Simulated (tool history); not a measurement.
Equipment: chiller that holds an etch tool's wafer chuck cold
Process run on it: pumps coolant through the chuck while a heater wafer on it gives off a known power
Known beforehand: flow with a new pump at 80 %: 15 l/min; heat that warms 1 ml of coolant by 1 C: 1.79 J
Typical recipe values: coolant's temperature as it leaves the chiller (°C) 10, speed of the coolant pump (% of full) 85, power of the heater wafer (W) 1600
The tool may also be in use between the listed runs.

run	hour	coolant's temperature as it leaves the chiller (°C)	speed of the coolant pump (% of full)	power of the heater wafer (W)	chuck's temperature once it has settled (°C)	how much warmer the coolant comes back (C)
1	0	10	85	1600	24.1	3.41
2	41	10	85	976	18.6	1.97
3	73.3	4	85	1600	18.3	3.31
4	93.1	17	85	1600	31.4	3.34
5	135.4	17	85	1310	28.8	2.67
6	178.8	17	85	1310	28.7	2.64
7	199.1	10	85	1600	24.1	3.25
8	223.9	7	85	2288	27.1	4.69
9	257.1	7	85	2288	27.2	4.69
10	284.8	2	63	2288	25.4	6.29
11	332.4	12	87	1360	24	2.61
12	372.8	0	75	1737	16.4	3.88
13	407.5	13	85	806	20.1	1.38
14	452.1	13	85	806	20.1	1.43

Some steps in how much warmer the coolant comes back (C), run to run, broken into two amounts with sign: the step expected even without the hidden condition (settings, incoming material, random variation), and the rest, left for the hidden condition together with whatever gauge scatter is not in both the measured and the hidden-condition-free result:
Hidden conditions of the tool in this case: heat passed by the chuck's channels, % of clean ones'; flow at a given pump speed, % of a new pump's; coolant's true temperature over the reading, C; drift of the gauge itself on chuck_c, C; drift of the gauge itself on warmer_back_c, C.
Run 1 -> 2: power of the heater wafer (W) 1600 -> 976. how much warmer the coolant comes back (C) -1.44: hidden state -0.03, all else -1.41.
Run 10 -> 11: coolant's temperature as it leaves the chiller (°C) 2 -> 12, speed of the coolant pump (% of full) 63 -> 87, power of the heater wafer (W) 2288 -> 1360. how much warmer the coolant comes back (C) -3.68: hidden state -0.03, all else -3.65.
